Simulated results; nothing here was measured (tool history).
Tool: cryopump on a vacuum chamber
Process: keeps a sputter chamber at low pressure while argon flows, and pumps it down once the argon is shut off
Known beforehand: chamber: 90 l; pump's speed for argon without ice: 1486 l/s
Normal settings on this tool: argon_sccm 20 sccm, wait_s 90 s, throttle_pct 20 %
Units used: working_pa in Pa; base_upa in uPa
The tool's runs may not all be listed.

run   hour  argon_sccm  wait_s  throttle_pct  working_pa  base_upa
  1    0.0          20      90            20      0.1180      1.21
  2   34.1          20      90            20      0.1201      1.25
  3   55.3          20      90            20      0.1194      1.23
  4  104.0          20      90            20      0.1202      1.28
  5  149.3          20      90            20      0.1200      1.35
  6  195.5          20      90            20      0.1214      1.34
  7  217.7          20      33            20      0.1203      2.65
  8  256.7          20      55            24      0.1011      1.86
  9  297.8          37      25            44      0.1080      3.34
 10  323.7          12     153            44      0.0353      1.09
 11  360.5          12     153            44      0.0354      1.21

Alternative continuations, all from the tool just after run 11; predict every row:
  A  393.2          39      64            37           ?         ?
  B  393.2          15      90            60           ?         ?
  C  393.2          12     153            56           ?         ?
  D  393.2          35      90            20           ?         ?
  E  393.2          16      24            20           ?         ?

run  working_pa  base_upa
  A      0.1335      1.85
  B      0.0326      1.46
  C      0.0288      1.16
  D      0.2105      1.51
  E      0.0974      3.68
With the hidden condition removed and each run's random variation left untouched, the same runs would have given:
run  working_pa  base_upa
  A      0.1195      1.28
  B      0.0272      0.91
  C      0.0245      0.61
  D      0.1980      0.94
  E      0.0917      3.09
